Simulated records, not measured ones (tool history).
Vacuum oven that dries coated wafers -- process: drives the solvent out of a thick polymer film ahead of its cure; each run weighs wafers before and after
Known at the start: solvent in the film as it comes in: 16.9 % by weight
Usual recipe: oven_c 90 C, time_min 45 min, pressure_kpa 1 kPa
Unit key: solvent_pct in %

run	day	oven_c	time_min	pressure_kpa	solvent_pct
1	0	90	45	1	2.97
2	0.671	90	45	1	3.02
3	1.146	90	45	0.6	2.71
4	1.667	90	45	0.6	2.69
5	2.267	90	45	0.6	2.7
6	2.904	90	45	0.6	2.72
7	3.317	90	45	0.6	2.73
8	4.096	90	45	0.6	2.7
9	4.742	90	45	0.6	2.68
10	5.662	90	45	0.6	2.71
11	6.138	90	45	0.6	2.7
12	7.042	90	45	0.6	2.68
13	7.725	90	45	0.6	2.72
14	8.121	88	79	1.1	1.85
15	8.588	88	79	1.1	1.85
16	9.396	90	45	2.35	3.98
17	10.017	90	45	2.35	4.01
18	10.817	103	45	0.86	0.57
19	11.438	94	79	1	0.97
20	12.188	96	31	0.97	2.59
21	13.129	96	31	0.97	2.63
22	13.833	85	61	1.94	4.18
23	14.338	90	31	0.64	4.31
24	14.729	90	31	0.64	4.35
25	15.296	90	31	0.64	4.35

Branching from run 25: 5 alternative next runs. What would each branch give?
A	15.871	82	24	1	?
B	15.871	90	33	1.38	?
C	15.871	90	45	0.5	?
D	15.871	90	31	1.99	?
E	15.871	83	46	1	?

run	solvent_pct
A	8.48
B	4.55
C	2.54
D	5.15
E	5.38
The same runs, with their run-to-run variation unchanged, on a tool lacking any hidden condition would have given:
run	solvent_pct
A	8.58
B	4.65
C	2.61
D	5.26
E	5.48
